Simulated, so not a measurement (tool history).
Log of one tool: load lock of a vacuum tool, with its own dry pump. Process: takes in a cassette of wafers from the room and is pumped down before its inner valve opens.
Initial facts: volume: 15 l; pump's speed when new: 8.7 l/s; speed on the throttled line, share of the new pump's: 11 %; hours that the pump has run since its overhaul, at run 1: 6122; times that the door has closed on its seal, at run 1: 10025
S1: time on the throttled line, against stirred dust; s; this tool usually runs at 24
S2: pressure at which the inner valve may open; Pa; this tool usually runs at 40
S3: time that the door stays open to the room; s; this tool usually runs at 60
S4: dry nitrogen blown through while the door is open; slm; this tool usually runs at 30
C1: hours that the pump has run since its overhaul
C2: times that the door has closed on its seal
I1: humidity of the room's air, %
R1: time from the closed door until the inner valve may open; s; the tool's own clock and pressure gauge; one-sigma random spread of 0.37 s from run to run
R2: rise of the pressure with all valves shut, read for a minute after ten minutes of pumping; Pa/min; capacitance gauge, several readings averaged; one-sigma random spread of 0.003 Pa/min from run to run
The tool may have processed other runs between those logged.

run	hour	S1	S2	S3	S4	C1	C2	I1	R1	R2
1	0.0	24	40	60	30	6122	10025	45.5	36.5	0.158
2	279.7	24	40	60	30	6402	11336	46.9	36.7	0.181
3	482.0	24	40	60	30	6604	12285	45.0	36.7	0.202
4	792.6	24	57	60	30	6915	13741	44.5	36.8	0.221
5	1017.3	24	57	60	30	7140	14795	44.1	35.6	0.246
6	1302.2	24	57	60	30	7424	16131	44.4	36.3	0.283
7	1429.6	24	57	60	30	7552	16728	43.9	37.0	0.298
8	1708.2	46	40	60	30	7830	18034	43.2	55.6	0.327
9	1853.2	24	49	192	9	7975	18714	43.8	37.6	0.408
10	2039.0	24	36	60	30	8161	19585	48.2	37.9	0.374
11	2279.3	24	56	66	39	8402	20712	44.3	37.5	0.392
12	2481.7	24	71	56	13	8604	21661	50.0	36.2	0.448
13	2779.3	24	71	56	13	8902	23056	44.1	36.5	0.479
# hour 2825.3: door's seal changed, seat wiped
14	3079.8	24	71	61	24	9201	1193	45.1	37.2	0.041

5 ways to go on from here, each from the tool as it stands after run 14. What would each give?
A	3351.3	24	42	60	30	9472	2466	44.1	?	?
B	3351.3	18	40	126	36	9472	2466	45.9	?	?
C	3351.3	17	53	60	4	9472	2466	46.3	?	?
D	3351.3	14	71	70	24	9472	2466	44.8	?	?
E	3351.3	24	40	60	28	9472	2466	39.5	?	?

run	R1	R2
A	38.4	0.044
B	32.9	0.051
C	32.1	0.076
D	27.6	0.051
E	38.0	0.040
With the hidden condition removed and each run's random variation left untouched, the same runs would have given:
run	R1	R2
A	35.1	0.031
B	29.3	0.038
C	28.6	0.062
D	24.3	0.038
E	34.6	0.027

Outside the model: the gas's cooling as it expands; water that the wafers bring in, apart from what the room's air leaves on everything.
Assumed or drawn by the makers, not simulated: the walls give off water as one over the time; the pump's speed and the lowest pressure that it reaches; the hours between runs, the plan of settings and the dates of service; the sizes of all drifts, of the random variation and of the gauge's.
